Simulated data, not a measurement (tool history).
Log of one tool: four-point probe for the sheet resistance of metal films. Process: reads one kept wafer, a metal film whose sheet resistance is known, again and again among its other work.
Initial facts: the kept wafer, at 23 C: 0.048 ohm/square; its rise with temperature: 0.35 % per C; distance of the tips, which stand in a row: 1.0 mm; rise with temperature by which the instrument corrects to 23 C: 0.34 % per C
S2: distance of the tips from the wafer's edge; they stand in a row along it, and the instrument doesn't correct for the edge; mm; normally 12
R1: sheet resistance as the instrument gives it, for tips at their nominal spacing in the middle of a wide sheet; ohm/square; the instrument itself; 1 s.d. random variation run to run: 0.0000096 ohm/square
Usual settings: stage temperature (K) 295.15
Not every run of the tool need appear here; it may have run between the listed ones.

{"run": 1, "hour": 0.0, "stage temperature (K)": 295.15, "S2": 12, "R1": 0.048179}
{"run": 2, "hour": 12.8, "stage temperature (K)": 295.15, "S2": 12, "R1": 0.048177}
{"run": 3, "hour": 22.6, "stage temperature (K)": 295.15, "S2": 12, "R1": 0.048168}
{"run": 4, "hour": 29.2, "stage temperature (K)": 295.15, "S2": 12, "R1": 0.048141}
{"run": 5, "hour": 40.7, "stage temperature (K)": 295.15, "S2": 12, "R1": 0.048168}
{"run": 6, "hour": 53.0, "stage temperature (K)": 295.15, "S2": 12, "R1": 0.048168}
{"run": 7, "hour": 63.9, "stage temperature (K)": 294.15, "S2": 12, "R1": 0.048173}
{"run": 8, "hour": 78.2, "stage temperature (K)": 291.15, "S2": 15, "R1": 0.048098}
{"run": 9, "hour": 92.0, "stage temperature (K)": 291.15, "S2": 15, "R1": 0.048096}
{"run": 10, "hour": 104.5, "stage temperature (K)": 303.15, "S2": 10, "R1": 0.048317}
{"run": 11, "hour": 111.1, "stage temperature (K)": 303.15, "S2": 10, "R1": 0.048301}

Branching from run 11: 4 alternative next runs. What would each branch give?
{"run": "A", "hour": 123.2, "stage temperature (K)": 296.15, "S2": 4, "R1": "?"}
{"run": "B", "hour": 123.2, "stage temperature (K)": 299.15, "S2": 14, "R1": "?"}
{"run": "C", "hour": 123.2, "stage temperature (K)": 301.15, "S2": 12, "R1": "?"}
{"run": "D", "hour": 123.2, "stage temperature (K)": 295.15, "S2": 12, "R1": "?"}

run=A R1=0.049576
run=B R1=0.048156
run=C R1=0.048220
run=D R1=0.048186
Stripped of hidden state, with their random variation kept, the same runs would have yielded:
run=A R1=0.049572
run=B R1=0.048152
run=C R1=0.048215
run=D R1=0.048181
